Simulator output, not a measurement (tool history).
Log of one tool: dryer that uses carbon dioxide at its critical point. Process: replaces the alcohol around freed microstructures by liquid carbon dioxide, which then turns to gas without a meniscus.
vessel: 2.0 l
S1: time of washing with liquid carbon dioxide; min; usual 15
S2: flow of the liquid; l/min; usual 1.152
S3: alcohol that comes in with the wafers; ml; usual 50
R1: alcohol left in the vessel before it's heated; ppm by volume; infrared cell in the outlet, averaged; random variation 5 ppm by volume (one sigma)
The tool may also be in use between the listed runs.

Run 1, day 0.000: usual settings. Result: R1 41 ppm by volume.
Run 2, day 0.708: usual settings. Result: R1 41 ppm by volume.
Run 3, day 1.154: usual settings. Result: R1 37 ppm by volume.
Run 4, day 1.783: usual settings. Result: R1 43 ppm by volume.
Run 5, day 2.383: usual settings. Result: R1 53 ppm by volume.
Run 6, day 2.708: usual settings. Result: R1 54 ppm by volume.
Run 7, day 3.308: usual settings. Result: R1 48 ppm by volume.
Run 8, day 4.017: usual settings but S1 12 min, S2 1.410 l/min, S3 108 ml. Result: R1 80 ppm by volume.
Run 9, day 4.450: usual settings but S1 24 min, S3 114 ml. Result: R1 35 ppm by volume.
Run 10, day 4.921: usual settings but S1 14 min, S2 1.200 l/min, S3 53 ml. Result: R1 69 ppm by volume.
Run 11, day 5.371: usual settings but S3 21 ml. Result: R1 57 ppm by volume.
Run 12, day 6.117: usual settings but S2 1.660 l/min, S3 27 ml. Result: R1 37 ppm by volume.

Not shown: 1 entry that the log had between the listed runs. Between which runs, and how does the tool's hidden state differ before and after?
Between runs 11 and 12: inlet filter changed (day 5.733)
  flow that reaches the vessel past the clogged filter, %: 92.6 -> 99.3; alcohol in the recycled carbon dioxide, ppm: 39.3 -> 41.8
  measured less the result without the state, R1: +39 -> +37 ppm by volume

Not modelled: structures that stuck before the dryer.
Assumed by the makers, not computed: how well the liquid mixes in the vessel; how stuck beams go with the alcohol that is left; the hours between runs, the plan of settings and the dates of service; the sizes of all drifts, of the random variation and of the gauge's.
